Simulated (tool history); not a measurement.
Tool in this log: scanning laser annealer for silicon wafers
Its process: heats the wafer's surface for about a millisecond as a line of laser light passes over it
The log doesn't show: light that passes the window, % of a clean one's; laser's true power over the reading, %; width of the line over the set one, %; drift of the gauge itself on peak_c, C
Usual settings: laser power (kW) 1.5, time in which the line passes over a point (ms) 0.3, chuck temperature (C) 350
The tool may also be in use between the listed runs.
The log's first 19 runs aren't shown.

run,hour,laser power (kW),time in which the line passes over a point (ms),chuck temperature (C),hours of work since the window was cleaned,hours of work since the power meter was calibrated,hours of work since the optics were aligned,highest temperature of the surface (C)
20,1275.3,1.58,0.233,364,84,1786,449,1053
21,1354.1,1.394,0.233,384,121,1824,487,978
22,1404.1,1.394,0.233,384,145,1848,511,976
23,1489.3,1.544,0.363,345,186,1889,552,1147
24,1572.6,1.544,0.363,345,226,1928,591,1140
25,1640.4,1.464,0.244,364,258,1961,624,990
26,1677.6,1.371,0.3,350,276,1979,642,983
27,1750.7,1.371,0.347,374,311,2014,677,1044
28,1820.9,1.583,0.3,344,345,2047,710,1079

Run 29, settings as shown, results not yet in. Your forecast:
# hour 1855: window over the wafer cleaned
29,1858.4,1.296,0.232,355,2,2064,727,?

Run 29 came out at highest temperature of the surface (C) 912.
Take away the tool's hidden state, keep the run-to-run variation as it was, and the same run would have given highest temperature of the surface (C) 919.
